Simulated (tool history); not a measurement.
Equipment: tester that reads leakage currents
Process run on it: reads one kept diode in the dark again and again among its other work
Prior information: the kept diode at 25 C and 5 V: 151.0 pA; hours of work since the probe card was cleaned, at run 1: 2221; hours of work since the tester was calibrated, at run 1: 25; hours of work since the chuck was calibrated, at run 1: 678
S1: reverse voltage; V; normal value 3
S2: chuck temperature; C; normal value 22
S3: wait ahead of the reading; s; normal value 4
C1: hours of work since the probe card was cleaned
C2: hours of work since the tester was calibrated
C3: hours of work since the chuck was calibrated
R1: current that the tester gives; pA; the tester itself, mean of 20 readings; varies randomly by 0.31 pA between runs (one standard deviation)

| run | hour | S1 | S2 | S3 | C1 | C2 | C3 | R1 |
|---|---|---|---|---|---|---|---|---|
| 1 | 0 | 3 | 22 | 4 | 2221 | 25 | 678 | 105.24 |
| 2 | 40.3 | 3 | 22 | 4 | 2239 | 43 | 696 | 105.32 |
| 3 | 77.8 | 3 | 22 | 4 | 2255 | 60 | 713 | 105.87 |
| 4 | 103.2 | 3 | 22 | 0.47 | 2267 | 71 | 724 | 107.29 |
| 5 | 157 | 3 | 22 | 0.47 | 2291 | 95 | 748 | 107.79 |
| 6 | 204.8 | 3 | 22 | 0.47 | 2312 | 116 | 770 | 107.4 |
| 7 | 259.9 | 4.37 | 22 | 4 | 2337 | 141 | 794 | 123.36 |
| 8 | 283.6 | 3 | 22 | 4 | 2347 | 151 | 805 | 105.59 |
| 9 | 318 | 3 | 22 | 4 | 2362 | 167 | 820 | 106.13 |
| 10 | 356.3 | 3 | 22 | 4 | 2379 | 184 | 837 | 105.99 |
| 11 | 395.7 | 3 | 22 | 4 | 2397 | 201 | 855 | 105.46 |
| 12 | 419.6 | 3 | 22 | 4 | 2408 | 212 | 865 | 105.89 |
| 13 | 445.8 | 3 | 22 | 4 | 2419 | 223 | 877 | 105.77 |
| 14 | 491.2 | 3 | 22 | 4 | 2439 | 244 | 897 | 105.94 |
|  | 497.1 | tester calibrated |
| 15 | 529.4 | 3 | 22 | 4 | 2456 | 14 | 913 | 105.4 |
| 16 | 556.1 | 3 | 22 | 4 | 2468 | 26 | 925 | 106.77 |
| 17 | 606.8 | 3 | 22 | 8.38 | 2490 | 49 | 948 | 106.45 |
|  | 637.8 | tester calibrated, once more |
| 18 | 648.8 | 1.02 | 22 | 8.38 | 2508 | 5 | 966 | 68.43 |
| 19 | 696.1 | 3 | 22 | 7.39 | 2529 | 26 | 987 | 104.74 |
| 20 | 735.9 | 3 | 22 | 3.48 | 2547 | 44 | 1004 | 105.33 |
| 21 | 774.7 | 17.17 | 20 | 0.4 | 2564 | 61 | 1022 | 213.28 |
| 22 | 822.2 | 8.97 | 26 | 1.1 | 2585 | 82 | 1043 | 219.68 |
| 23 | 868.7 | 13.5 | 46 | 1.76 | 2606 | 103 | 1064 | 913.42 |
| 24 | 906.1 | 13.5 | 46 | 1.76 | 2623 | 119 | 1080 | 916.63 |
| 25 | 938.6 | 3 | 32 | 4 | 2637 | 134 | 1095 | 209.1 |
| 26 | 965.3 | 3 | 32 | 4 | 2649 | 146 | 1107 | 208.68 |
| 27 | 992.7 | 12.9 | 52 | 4 | 2661 | 158 | 1119 | 1292.4 |
| 28 | 1037.8 | 12.9 | 52 | 4 | 2681 | 178 | 1139 | 1295.55 |
| 29 | 1080.7 | 12.9 | 52 | 4 | 2700 | 197 | 1158 | 1289.35 |
| 30 | 1108.2 | 1.79 | 43 | 4 | 2713 | 209 | 1170 | 352.51 |
| 31 | 1154.7 | 10.84 | 26 | 6.69 | 2733 | 230 | 1191 | 236.49 |
| 32 | 1189.4 | 10.84 | 26 | 6.69 | 2749 | 246 | 1206 | 235.96 |
| 33 | 1241.3 | 11.17 | 52 | 1.57 | 2772 | 269 | 1229 | 1222.57 |
| 34 | 1278.5 | 7.6 | 52 | 1.57 | 2788 | 285 | 1246 | 1053.06 |
| 35 | 1303.8 | 14.12 | 59 | 4 | 2800 | 297 | 1257 | 2000.36 |
| 36 | 1330.8 | 1.24 | 34 | 3.8 | 2812 | 309 | 1269 | 169.8 |
| 37 | 1365.2 | 2.51 | 46 | 0.54 | 2827 | 324 | 1285 | 484.66 |
| 38 | 1410.2 | 15.62 | 46 | 0.38 | 2847 | 344 | 1305 | 979.24 |
| 39 | 1456.1 | 2.97 | 51 | 2.82 | 2867 | 364 | 1325 | 701.7 |
| 40 | 1509.3 | 2.97 | 51 | 2.82 | 2891 | 388 | 1349 | 697.51 |

Difference, measured minus no-hidden-state, one row per run. Run-to-run variation is common to both terms; the gauge's own scatter need not be:
The hidden state here: stray current of the dirty probe card, pA a volt; current scale over the true one, %; true chuck temperature over the reading, C; drift of the gauge itself on leakage_pa, %.
| run | R1 |
|---|---|
| 1 | +4.73 |
| 2 | +4.74 |
| 3 | +4.78 |
| 4 | +4.77 |
| 5 | +4.8 |
| 6 | +4.8 |
| 7 | +7.5 |
| 8 | +4.81 |
| 9 | +4.83 |
| 10 | +4.83 |
| 11 | +4.81 |
| 12 | +4.82 |
| 13 | +4.83 |
| 14 | +4.84 |
| 15 | +4.88 |
| 16 | +4.94 |
| 17 | +4.93 |
| 18 | +0.69 |
| 19 | +4.41 |
| 20 | +4.43 |
| 21 | +35.98 |
| 22 | +16.03 |
| 23 | +11.63 |
| 24 | +11.6 |
| 25 | +1.98 |
| 26 | +1.95 |
| 27 | +1.9 |
| 28 | +1.64 |
| 29 | +1.44 |
| 30 | -4.54 |
| 31 | +20.81 |
| 32 | +20.84 |
| 33 | -2.14 |
| 34 | -7.38 |
| 35 | -12.93 |
| 36 | -1.76 |
| 37 | -6.68 |
| 38 | +14.68 |
| 39 | -11.28 |
| 40 | -11.45 |

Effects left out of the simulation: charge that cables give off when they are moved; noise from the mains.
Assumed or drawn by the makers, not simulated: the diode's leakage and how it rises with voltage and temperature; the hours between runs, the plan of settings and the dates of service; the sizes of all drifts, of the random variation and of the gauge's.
